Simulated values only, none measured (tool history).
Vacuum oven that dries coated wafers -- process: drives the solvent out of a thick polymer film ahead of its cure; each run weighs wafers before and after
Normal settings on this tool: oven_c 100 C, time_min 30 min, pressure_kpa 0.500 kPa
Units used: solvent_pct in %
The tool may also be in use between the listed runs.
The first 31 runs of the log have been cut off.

run 32 hour=1043.3 | oven_c=102 time_min=19 pressure_kpa=1.671 | solvent_pct=1.666
run 33 hour=1069.9 | oven_c=102 time_min=30 pressure_kpa=1.117 | solvent_pct=0.609
run 34 hour=1104.9 | oven_c=91 time_min=16 pressure_kpa=1.809 | solvent_pct=4.606
run 35 hour=1125.7 | oven_c=91 time_min=16 pressure_kpa=1.809 | solvent_pct=4.605
run 36 hour=1156.1 | oven_c=114 time_min=16 pressure_kpa=1.690 | solvent_pct=0.754
run 37 hour=1185.7 | oven_c=114 time_min=16 pressure_kpa=0.563 | solvent_pct=0.596
run 38 hour=1217.7 | oven_c=100 time_min=17 pressure_kpa=1.839 | solvent_pct=2.388
run 39 hour=1246.4 | oven_c=100 time_min=17 pressure_kpa=1.839 | solvent_pct=2.383
run 40 hour=1281.1 | oven_c=100 time_min=17 pressure_kpa=1.839 | solvent_pct=2.377
run 41 hour=1318.1 | oven_c=92 time_min=19 pressure_kpa=0.340 | solvent_pct=3.167
run 42 hour=1341.1 | oven_c=92 time_min=19 pressure_kpa=0.340 | solvent_pct=3.156
run 43 hour=1368.0 | oven_c=92 time_min=19 pressure_kpa=0.340 | solvent_pct=3.165
run 44 hour=1396.0 | oven_c=100 time_min=25 pressure_kpa=0.291 | solvent_pct=0.887
run 45 hour=1435.3 | oven_c=100 time_min=48 pressure_kpa=1.147 | solvent_pct=0.379
run 46 hour=1476.3 | oven_c=100 time_min=48 pressure_kpa=1.147 | solvent_pct=0.380
run 47 hour=1512.0 | oven_c=99 time_min=38 pressure_kpa=1.334 | solvent_pct=0.591

3 options for the next run, each taken on its own from the tool as it stands now. Forecast them:
run A hour=1534.9 | oven_c=90 time_min=28 pressure_kpa=1.334 | solvent_pct=?
run B hour=1534.9 | oven_c=114 time_min=46 pressure_kpa=0.636 | solvent_pct=?
run C hour=1534.9 | oven_c=99 time_min=38 pressure_kpa=0.302 | solvent_pct=?

run=A solvent_pct=2.211
run=B solvent_pct=0.143
run=C solvent_pct=0.344
With no hidden state in the tool, these same runs would have given:
run=A solvent_pct=2.211
run=B solvent_pct=0.096
run=C solvent_pct=0.285

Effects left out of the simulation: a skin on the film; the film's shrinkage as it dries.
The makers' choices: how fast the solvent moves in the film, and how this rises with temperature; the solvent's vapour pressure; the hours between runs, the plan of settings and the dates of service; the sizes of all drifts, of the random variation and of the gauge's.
